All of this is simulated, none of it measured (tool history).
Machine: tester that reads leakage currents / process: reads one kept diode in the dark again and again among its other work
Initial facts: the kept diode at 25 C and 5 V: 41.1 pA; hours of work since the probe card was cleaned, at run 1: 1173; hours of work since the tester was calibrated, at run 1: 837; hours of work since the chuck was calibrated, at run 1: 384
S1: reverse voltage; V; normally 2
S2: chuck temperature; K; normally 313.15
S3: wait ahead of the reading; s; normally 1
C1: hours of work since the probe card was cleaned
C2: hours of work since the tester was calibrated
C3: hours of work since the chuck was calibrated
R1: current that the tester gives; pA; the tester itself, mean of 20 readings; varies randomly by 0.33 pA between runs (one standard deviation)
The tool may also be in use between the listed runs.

run 1 hour=0 | S1=2 S2=313.15 S3=1 | C1=1173 C2=837 C3=384 | R1=109.25
run 2 hour=23 | S1=2 S2=313.15 S3=1 | C1=1190 C2=854 C3=401 | R1=109.36
run 3 hour=46.1 | S1=2 S2=313.15 S3=1 | C1=1208 C2=871 C3=419 | R1=109.51
run 4 hour=78.8 | S1=2 S2=313.15 S3=1 | C1=1232 C2=896 C3=443 | R1=109.49
run 5 hour=97.7 | S1=2 S2=313.15 S3=1 | C1=1246 C2=910 C3=457 | R1=108.73
run 6 hour=120.6 | S1=2 S2=313.15 S3=1 | C1=1264 C2=927 C3=475 | R1=109.11
run 7 hour=139.5 | S1=2 S2=313.15 S3=1 | C1=1278 C2=942 C3=489 | R1=108.76
run 8 hour=170.5 | S1=2 S2=313.15 S3=1 | C1=1301 C2=965 C3=512 | R1=109.41
run 9 hour=201.2 | S1=2 S2=313.15 S3=1 | C1=1324 C2=988 C3=535 | R1=109.24
run 10 hour=217.1 | S1=2 S2=332.15 S3=1 | C1=1336 C2=1000 C3=547 | R1=517.16
run 11 hour=238.1 | S1=2 S2=332.15 S3=1 | C1=1352 C2=1016 C3=563 | R1=518.93
run 12 hour=255.3 | S1=2 S2=332.15 S3=1 | C1=1365 C2=1029 C3=576 | R1=517.41
run 13 hour=269.4 | S1=2 S2=313.15 S3=1 | C1=1376 C2=1039 C3=587 | R1=108.83
run 14 hour=301 | S1=2 S2=313.15 S3=1 | C1=1400 C2=1063 C3=611 | R1=109.45
run 15 hour=325.3 | S1=2 S2=313.15 S3=1 | C1=1418 C2=1081 C3=629 | R1=108.95
run 16 hour=339.8 | S1=2 S2=313.15 S3=0.81 | C1=1429 C2=1092 C3=640 | R1=109.42
run 17 hour=357.1 | S1=2 S2=313.15 S3=0.81 | C1=1442 C2=1105 C3=653 | R1=109.33
run 18 hour=372.1 | S1=2 S2=318.15 S3=0.35 | C1=1453 C2=1117 C3=664 | R1=168.07
run 19 hour=403.8 | S1=2.08 S2=328.15 S3=0.44 | C1=1477 C2=1141 C3=688 | R1=383.21
run 20 hour=423.2 | S1=2 S2=331.15 S3=2.61 | C1=1491 C2=1155 C3=703 | R1=477.07
run 21 hour=444.4 | S1=2 S2=303.15 S3=1 | C1=1507 C2=1171 C3=719 | R1=44.45
run 22 hour=473.2 | S1=1.37 S2=294.15 S3=0.5 | C1=1529 C2=1193 C3=740 | R1=16.27
run 23 hour=492.3 | S1=1.3 S2=326.15 S3=1 | C1=1543 C2=1207 C3=755 | R1=267.9
run 24 hour=519.4 | S1=1.3 S2=326.15 S3=1 | C1=1564 C2=1228 C3=775 | R1=268.15
run 25 hour=552.7 | S1=19.98 S2=304.15 S3=7.74 | C1=1589 C2=1253 C3=800 | R1=133.12
run 26 hour=585.3 | S1=2 S2=329.15 S3=1 | C1=1614 C2=1277 C3=825 | R1=409.94
run 27 hour=617.3 | S1=3.79 S2=313.15 S3=1.31 | C1=1638 C2=1301 C3=849 | R1=144.1
run 28 hour=639.5 | S1=3.79 S2=313.15 S3=1.31 | C1=1654 C2=1318 C3=865 | R1=144.05
run 29 hour=664.7 | S1=3.79 S2=313.15 S3=1.31 | C1=1673 C2=1337 C3=884 | R1=143.05
run 30 hour=693 | S1=2.32 S2=311.15 S3=1 | C1=1695 C2=1358 C3=906 | R1=97.96
run 31 hour=719.4 | S1=12.77 S2=302.15 S3=1.82 | C1=1715 C2=1378 C3=926 | R1=90.4

What will run 32 give?
run 32 hour=735.5 | S1=5.97 S2=302.15 S3=1.82 | C1=1727 C2=1390 C3=938 | R1=?

R1: 64.95 pA
On a tool with no hidden condition, and with the same random variation, this run would have come out at R1 64.92 pA.

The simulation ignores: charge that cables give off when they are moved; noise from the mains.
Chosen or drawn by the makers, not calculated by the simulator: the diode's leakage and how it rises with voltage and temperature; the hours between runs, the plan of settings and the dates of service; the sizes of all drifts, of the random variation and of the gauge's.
